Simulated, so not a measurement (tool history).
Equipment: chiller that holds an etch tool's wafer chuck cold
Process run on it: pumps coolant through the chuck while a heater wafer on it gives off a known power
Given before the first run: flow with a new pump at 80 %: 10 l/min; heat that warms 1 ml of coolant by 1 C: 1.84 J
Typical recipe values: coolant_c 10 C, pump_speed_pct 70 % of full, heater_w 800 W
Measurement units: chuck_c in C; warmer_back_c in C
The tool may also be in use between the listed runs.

Run 1, hour 0: usual settings. Result: chuck_c 15.61 C, warmer_back_c 2.97 C.
Run 2, hour 29.9: usual settings but pump_speed_pct 78 % of full. Result: chuck_c 15.23 C, warmer_back_c 2.64 C.
Run 3, hour 69.1: usual settings but pump_speed_pct 78 % of full. Result: chuck_c 15.22 C, warmer_back_c 2.73 C.
Run 4, hour 119.6: usual settings but pump_speed_pct 78 % of full. Result: chuck_c 15.24 C, warmer_back_c 2.65 C.
Run 5, hour 162.2: usual settings but pump_speed_pct 78 % of full. Result: chuck_c 15.35 C, warmer_back_c 2.68 C.
Run 6, hour 202.1: usual settings but pump_speed_pct 78 % of full. Result: chuck_c 15.44 C, warmer_back_c 2.73 C.
Run 7, hour 232.8: usual settings but pump_speed_pct 86 % of full. Result: chuck_c 15.13 C, warmer_back_c 2.49 C.
Run 8, hour 279.9: usual settings but pump_speed_pct 86 % of full. Result: chuck_c 14.97 C, warmer_back_c 2.38 C.
Run 9, hour 328.9: usual settings but pump_speed_pct 86 % of full. Result: chuck_c 15.02 C, warmer_back_c 2.4 C.
Run 10, hour 366.8: usual settings. Result: chuck_c 15.55 C, warmer_back_c 3.01 C.
Run 11, hour 393.7: usual settings but coolant_c 1 C. Result: chuck_c 6.83 C, warmer_back_c 3 C.
Run 12, hour 440.9: usual settings but coolant_c 17 C, pump_speed_pct 90 % of full, heater_w 698 W. Result: chuck_c 21.22 C, warmer_back_c 2 C.
Run 13, hour 487.5: usual settings but coolant_c 17 C, heater_w 1074 W. Result: chuck_c 24.67 C, warmer_back_c 4.04 C.
Run 14, hour 523.5: usual settings but coolant_c 17 C, heater_w 1074 W. Result: chuck_c 24.72 C, warmer_back_c 4.03 C.
Run 15, hour 560.5: usual settings but coolant_c 4 C, pump_speed_pct 72 % of full, heater_w 1177 W. Result: chuck_c 12.27 C, warmer_back_c 4.25 C.
Run 16, hour 609: usual settings but coolant_c 13 C, pump_speed_pct 82 % of full. Result: chuck_c 18.4 C, warmer_back_c 2.5 C.
Run 17, hour 630.7: usual settings but coolant_c 14 C, pump_speed_pct 89 % of full, heater_w 1035 W. Result: chuck_c 20.38 C, warmer_back_c 3 C.
Run 18, hour 659.9: usual settings but pump_speed_pct 95 % of full. Result: chuck_c 14.86 C, warmer_back_c 2.18 C.
Run 19, hour 704.6: usual settings but coolant_c 15 C, pump_speed_pct 71 % of full, heater_w 429 W. Result: chuck_c 18.19 C, warmer_back_c 1.6 C.
Run 20, hour 731.8: usual settings but coolant_c 2 C, heater_w 1107 W. Result: chuck_c 9.89 C, warmer_back_c 4.12 C.
Run 21, hour 781: usual settings but pump_speed_pct 84 % of full. Result: chuck_c 15.29 C, warmer_back_c 2.46 C.

Alternative continuations, all from the tool just after run 21; predict every row:
Run A, hour 814.2: usual settings but heater_w 439 W. Result: chuck_c ?, warmer_back_c ?.
Run B, hour 814.2: usual settings but coolant_c 19 C, pump_speed_pct 75 % of full, heater_w 787 W. Result: chuck_c ?, warmer_back_c ?.
Run C, hour 814.2: usual settings but coolant_c 15 C, pump_speed_pct 83 % of full, heater_w 506 W. Result: chuck_c ?, warmer_back_c ?.
Run D, hour 814.2: usual settings. Result: chuck_c ?, warmer_back_c ?.

run  chuck_c  warmer_back_c
  A    13.27           1.61
  B    24.57           2.74
  C    18.45            1.6
  D    15.96           2.94
With the hidden condition removed and each run's random variation left untouched, the same runs would have given:
run  chuck_c  warmer_back_c
  A    12.99           1.61
  B    24.29           2.74
  C    18.17            1.6
  D    15.68           2.94

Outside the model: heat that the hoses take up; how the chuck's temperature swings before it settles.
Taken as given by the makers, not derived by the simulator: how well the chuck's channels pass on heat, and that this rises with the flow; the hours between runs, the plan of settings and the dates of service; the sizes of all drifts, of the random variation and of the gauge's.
